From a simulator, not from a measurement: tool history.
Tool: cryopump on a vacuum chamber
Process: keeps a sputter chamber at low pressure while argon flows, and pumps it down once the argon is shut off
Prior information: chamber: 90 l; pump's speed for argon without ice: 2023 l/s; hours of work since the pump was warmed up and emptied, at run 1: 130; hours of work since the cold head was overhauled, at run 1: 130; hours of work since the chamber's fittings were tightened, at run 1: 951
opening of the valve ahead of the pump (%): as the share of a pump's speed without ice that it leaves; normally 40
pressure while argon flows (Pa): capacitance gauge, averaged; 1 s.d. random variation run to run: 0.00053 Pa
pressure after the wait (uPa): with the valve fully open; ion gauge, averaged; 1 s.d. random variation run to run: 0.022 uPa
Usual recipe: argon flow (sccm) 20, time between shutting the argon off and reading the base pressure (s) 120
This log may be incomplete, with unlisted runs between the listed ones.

run   hour  argon flow (sccm)  time between shutting the argon off and reading the base pressure (s)  opening of the valve ahead of the pump (%)  hours of work since the pump was warmed up and emptied  hours of work since the cold head was overhauled  hours of work since the chamber's fittings were tightened  pressure while argon flows (Pa)  pressure after the wait (uPa)
  1    0.0                 20                                                                    120                                          40                                                     130                                               130                                                        951                           0.0436                           1.75
  2   40.6                 20                                                                    120                                          40                                                     152                                               152                                                        973                           0.0433                           1.79
  3   66.3                 20                                                                     68                                          40                                                     166                                               166                                                        987                           0.0442                           2.20
  4   96.7                 20                                                                     68                                          40                                                     183                                               183                                                       1004                           0.0442                           2.23
  5  144.8                 20                                                                    120                                          40                                                     210                                               210                                                       1031                           0.0443                           1.96
  6  169.8                 20                                                                    120                                          40                                                     224                                               224                                                       1045                           0.0448                           1.99
  7  214.1                 20                                                                    120                                          40                                                     248                                               248                                                       1069                           0.0437                           2.07
  8  252.2                 20                                                                    120                                          53                                                     269                                               269                                                       1090                           0.0351                           2.03
  9  273.4                 14                                                                    120                                          40                                                     281                                               281                                                       1102                           0.0312                           2.14
 10  303.1                 20                                                                    120                                          40                                                     297                                               297                                                       1118                           0.0466                           2.18
 11  351.3                 16                                                                    120                                          40                                                     324                                               324                                                       1145                           0.0364                           2.24
 12  381.8                 16                                                                    120                                          40                                                     341                                               341                                                       1162                           0.0362                           2.33
 13  409.5                 16                                                                    120                                          40                                                     356                                               356                                                       1177                           0.0361                           2.34
     460.3  -- pump warmed up, emptied and cooled again
 14  463.7                 16                                                                    120                                          40                                                       2                                               383                                                       1204                           0.0338                           1.98
 15  487.8                 16                                                                    120                                          40                                                      15                                               397                                                       1218                           0.0335                           2.04
 16  527.7                 37                                                                    178                                          27                                                      37                                               419                                                       1240                           0.1146                           1.88
 17  569.3                 27                                                                    191                                          53                                                      60                                               442                                                       1263                           0.0435                           1.97
 18  595.9                 16                                                                     22                                          40                                                      75                                               457                                                       1277                           0.0343                           4.22
 19  638.8                 33                                                                    194                                          32                                                      99                                               480                                                       1301                           0.0882                           2.04
 20  678.8                 17                                                                     28                                          40                                                     121                                               502                                                       1323                           0.0371                           3.96
 21  702.4                 16                                                                    120                                          21                                                     134                                               515                                                       1336                           0.0651                           2.22
     714.1  -- leaking fittings of the chamber tightened, without venting
 22  740.3                 16                                                                    120                                          22                                                     154                                               535                                                         15                           0.0629                           0.67
 23  771.6                  8                                                                     78                                          31                                                     171                                               553                                                         32                           0.0229                           0.92

The next listed run, before its measurement:
 24  808.2                 20                                                                    165                                          17                                                     191                                               573                                                         52                                ?                              ?

Run 24 gave pressure while argon flows (Pa) 0.1019, pressure after the wait (uPa) 0.57.
Take away the tool's hidden state, keep the run-to-run variation as it was, and the same run would have given pressure while argon flows (Pa) 0.0994, pressure after the wait (uPa) 0.48.

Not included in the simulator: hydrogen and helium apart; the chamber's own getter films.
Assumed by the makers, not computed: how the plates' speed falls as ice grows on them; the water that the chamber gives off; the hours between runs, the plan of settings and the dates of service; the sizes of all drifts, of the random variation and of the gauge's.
